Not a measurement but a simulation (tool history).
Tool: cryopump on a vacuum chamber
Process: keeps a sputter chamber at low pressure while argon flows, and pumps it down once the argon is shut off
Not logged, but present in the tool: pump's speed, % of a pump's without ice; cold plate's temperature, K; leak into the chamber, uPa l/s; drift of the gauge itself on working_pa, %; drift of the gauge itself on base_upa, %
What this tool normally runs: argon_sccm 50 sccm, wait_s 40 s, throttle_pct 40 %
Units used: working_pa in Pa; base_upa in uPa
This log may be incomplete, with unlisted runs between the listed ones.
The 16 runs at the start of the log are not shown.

run,hour,argon_sccm,wait_s,throttle_pct,hours of work since the pump was warmed up and emptied,hours of work since the cold head was overhauled,hours of work since the chamber's fittings were tightened,working_pa,base_upa
17,980.4,41,40,40,683,1490,2561,0.1057,3.48
18,1036.2,58,40,19,710,1517,2588,0.2980,3.56
19,1107.0,24,32,16,744,1550,2621,0.1450,3.93
20,1193.9,24,32,16,785,1592,2663,0.1467,4.03
# hour 1212.3: pump warmed up, emptied and cooled again
21,1267.1,53,232,16,26,1624,2695,0.3081,1.95
22,1333.4,23,205,17,58,1656,2727,0.1253,2.05
23,1411.3,36,43,52,95,1693,2764,0.0648,3.03
24,1480.6,43,138,22,128,1726,2797,0.1823,2.25
25,1563.4,59,134,40,167,1766,2837,0.1401,2.26
26,1639.7,59,134,40,204,1802,2873,0.1405,2.38
27,1688.0,55,227,22,227,1825,2896,0.2362,2.22
28,1762.3,88,30,40,262,1861,2932,0.2100,3.85

Run 29 comes next. What will it give?
29,1833.5,88,30,40,296,1895,2966,?,?

Run 29 gave working_pa 0.2129 Pa, base_upa 3.89 uPa.
Without the tool's hidden state the same run would have given working_pa 0.2017 Pa, base_upa 2.00 uPa.
